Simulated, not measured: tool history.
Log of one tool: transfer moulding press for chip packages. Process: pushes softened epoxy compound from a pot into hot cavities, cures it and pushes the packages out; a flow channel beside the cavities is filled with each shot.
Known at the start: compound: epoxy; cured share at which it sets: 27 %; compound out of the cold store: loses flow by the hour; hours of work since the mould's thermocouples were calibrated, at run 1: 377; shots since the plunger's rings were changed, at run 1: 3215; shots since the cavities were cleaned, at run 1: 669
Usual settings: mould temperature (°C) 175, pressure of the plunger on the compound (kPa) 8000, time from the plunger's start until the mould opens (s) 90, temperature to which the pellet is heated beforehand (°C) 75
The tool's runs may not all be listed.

run	day	mould temperature (°C)	pressure of the plunger on the compound (kPa)	time from the plunger's start until the mould opens (s)	temperature to which the pellet is heated beforehand (°C)	hours of work since the mould's thermocouples were calibrated	shots since the plunger's rings were changed	shots since the cavities were cleaned	incoming compound's hours out of the cold store	length that the compound runs in the flow channel (mm)	greatest force on the pins that push the packages out (N)
1	0	175	8000	90	75	377	3215	669	12.3	915	185
2	0.4	175	8000	90	75	382	3314	768	19.9	873	183
# day 0.942: cavities cleaned with cleaning compound and waxed
3	0.996	179	8000	90	75	389	3446	13	25	827	162
# day 1.283: plunger's sealing rings changed
4	1.917	175	8000	90	75	399	158	216	19.6	873	185
5	2.388	175	8000	90	75	405	274	332	28	827	188
6	2.888	175	8000	90	75	412	398	456	36	792	173
7	3.412	175	8000	90	75	418	528	586	30.5	821	173
8	3.804	175	8000	90	75	423	625	683	29	829	176
9	4.296	175	8000	85	75	429	746	804	12	916	207
# day 4.675: cavities cleaned with cleaning compound and waxed
10	5.038	175	8000	85	75	438	915	90	27.2	829	191
11	5.771	175	8000	99	75	447	1096	271	10.5	928	164
12	6.458	175	8000	99	75	456	1267	442	26.5	840	167
13	6.912	180	8000	73	75	462	1379	554	22.8	839	177
14	7.462	180	8000	73	75	469	1515	690	39.6	759	188
15	8.117	179	6070	121	83	477	1676	851	33.9	678	166
# day 8.275: cavities cleaned with cleaning compound and waxed
16	8.567	181	9480	94	78	482	1773	73	28.5	871	153
17	9.146	174	7370	106	77	489	1916	216	18.7	848	166
18	9.546	175	7020	119	75	494	2015	315	20.7	811	158
19	10.108	173	7260	76	82	501	2154	454	41.1	741	252
20	10.908	173	7260	76	82	512	2352	652	30.8	784	257
21	11.688	173	7000	116	82	521	2545	845	17.8	830	166
# day 11.862: cavities cleaned with cleaning compound and waxed
22	12.138	173	7000	125	69	526	2641	68	8.4	883	158
23	12.65	180	7070	87	67	533	2768	195	27.1	767	170
24	13.262	180	7070	87	67	541	2920	347	40.1	709	171

How the hidden state differs across the entries between the runs, from the last listed run before each to the first after it:
Between runs 2 and 3: cavities cleaned with cleaning compound and waxed (day 0.942)
  pressure that reaches the compound, % of what is set: 99.88 -> 99.87; grip of the stained cavities, % over clean ones': 1.6 -> 0.1
Between runs 3 and 4: plunger's sealing rings changed (day 1.283)
  pressure that reaches the compound, % of what is set: 99.87 -> 99.99; grip of the stained cavities, % over clean ones': 0.1 -> 0.8
Between runs 9 and 10: cavities cleaned with cleaning compound and waxed (day 4.675)
  pressure that reaches the compound, % of what is set: 99.97 -> 99.96; grip of the stained cavities, % over clean ones': 1.6 -> 0.4
Between runs 15 and 16: cavities cleaned with cleaning compound and waxed (day 8.275)
  pressure that reaches the compound, % of what is set: 99.94 -> 99.93; grip of the stained cavities, % over clean ones': 1.6 -> 0.3
Between runs 21 and 22: cavities cleaned with cleaning compound and waxed (day 11.862)
  grip of the stained cavities, % over clean ones': 1.6 -> 0.3
